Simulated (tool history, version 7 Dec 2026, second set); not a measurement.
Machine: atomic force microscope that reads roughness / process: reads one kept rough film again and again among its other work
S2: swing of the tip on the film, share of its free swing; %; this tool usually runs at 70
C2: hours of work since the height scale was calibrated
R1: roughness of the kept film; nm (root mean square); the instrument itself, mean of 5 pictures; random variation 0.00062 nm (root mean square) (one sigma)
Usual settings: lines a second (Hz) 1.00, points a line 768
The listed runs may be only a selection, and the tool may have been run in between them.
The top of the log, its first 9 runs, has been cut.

{"run": 10, "day": 11.792, "lines a second (Hz)": 1.33, "S2": 70, "points a line": 768, "pictures with this tip": 114, "C2": 193, "R1": 0.4867}
{"run": 11, "day": 12.671, "lines a second (Hz)": 1.33, "S2": 70, "points a line": 768, "pictures with this tip": 141, "C2": 204, "R1": 0.4861}
{"run": 12, "day": 13.442, "lines a second (Hz)": 1.0, "S2": 70, "points a line": 768, "pictures with this tip": 165, "C2": 213, "R1": 0.4922}
{"run": 13, "day": 15.221, "lines a second (Hz)": 1.0, "S2": 70, "points a line": 768, "pictures with this tip": 221, "C2": 234, "R1": 0.4911}
{"run": 14, "day": 15.975, "lines a second (Hz)": 1.0, "S2": 70, "points a line": 768, "pictures with this tip": 244, "C2": 243, "R1": 0.4889}
{"run": 15, "day": 17.183, "lines a second (Hz)": 1.0, "S2": 61, "points a line": 768, "pictures with this tip": 282, "C2": 258, "R1": 0.4978}
{"run": 16, "day": 18.762, "lines a second (Hz)": 1.0, "S2": 61, "points a line": 768, "pictures with this tip": 332, "C2": 277, "R1": 0.4982}
{"run": 17, "day": 20.033, "lines a second (Hz)": 1.0, "S2": 70, "points a line": 768, "pictures with this tip": 371, "C2": 292, "R1": 0.4872}
{"day": 20.721, "done": "new tip fitted"}
{"run": 18, "day": 20.833, "lines a second (Hz)": 1.0, "S2": 70, "points a line": 768, "pictures with this tip": 4, "C2": 301, "R1": 0.4975}
{"run": 19, "day": 21.796, "lines a second (Hz)": 1.0, "S2": 56, "points a line": 768, "pictures with this tip": 34, "C2": 313, "R1": 0.5074}
{"run": 20, "day": 23.125, "lines a second (Hz)": 1.0, "S2": 56, "points a line": 768, "pictures with this tip": 76, "C2": 329, "R1": 0.5057}
{"run": 21, "day": 24.7, "lines a second (Hz)": 1.0, "S2": 56, "points a line": 768, "pictures with this tip": 125, "C2": 348, "R1": 0.5053}
{"run": 22, "day": 26.342, "lines a second (Hz)": 1.0, "S2": 56, "points a line": 768, "pictures with this tip": 176, "C2": 367, "R1": 0.5037}
{"run": 23, "day": 27.1, "lines a second (Hz)": 3.66, "S2": 66, "points a line": 358, "pictures with this tip": 200, "C2": 376, "R1": 0.4556}
{"run": 24, "day": 28.304, "lines a second (Hz)": 1.78, "S2": 59, "points a line": 722, "pictures with this tip": 238, "C2": 391, "R1": 0.492}

Predict the results of run 25:
{"run": 25, "day": 29.104, "lines a second (Hz)": 0.58, "S2": 85, "points a line": 281, "pictures with this tip": 263, "C2": 400, "R1": "?"}

{"run 25": {"R1": 0.4804}}
On a tool with no hidden condition, and with the same random variation, this run would have come out at R1 0.4857 nm (root mean square).
